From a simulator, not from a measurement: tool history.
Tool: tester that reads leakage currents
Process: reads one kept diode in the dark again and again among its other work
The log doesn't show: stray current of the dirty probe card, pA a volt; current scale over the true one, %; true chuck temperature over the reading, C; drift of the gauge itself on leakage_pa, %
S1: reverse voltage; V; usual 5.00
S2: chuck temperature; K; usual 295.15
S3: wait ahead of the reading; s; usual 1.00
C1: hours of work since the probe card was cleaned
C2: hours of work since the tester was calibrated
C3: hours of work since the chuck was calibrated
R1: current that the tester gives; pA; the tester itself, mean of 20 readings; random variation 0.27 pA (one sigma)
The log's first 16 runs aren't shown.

run   hour     S1      S2    S3   C1    C2   C3      R1
 17  696.8   5.00  295.15  1.00  746   945  651   89.51
 18  726.5   5.00  295.15  1.00  763   962  668   90.01
 19  749.3   5.00  295.15  1.00  776   975  681   90.33
 20  796.0   7.59  295.15  1.00  803  1002  708  102.37
 21  832.0  12.44  310.15  8.03  823  1023  729  363.29
 22  860.5   1.22  322.15  0.42  840  1039  745  403.70
 23  901.7   1.22  322.15  0.42  863  1063  769  403.64
 24  933.6   6.27  300.15  1.00  882  1081  787  141.19
 25  984.7  12.16  299.15  0.36  911  1110  816  165.13

Forecast run 26:
 26  1027.1  5.43  319.15  1.07  935  1135  841   ?

Run 26 gave R1 521.96 pA.
Without the tool's hidden state the same run would have given R1 521.79 pA.

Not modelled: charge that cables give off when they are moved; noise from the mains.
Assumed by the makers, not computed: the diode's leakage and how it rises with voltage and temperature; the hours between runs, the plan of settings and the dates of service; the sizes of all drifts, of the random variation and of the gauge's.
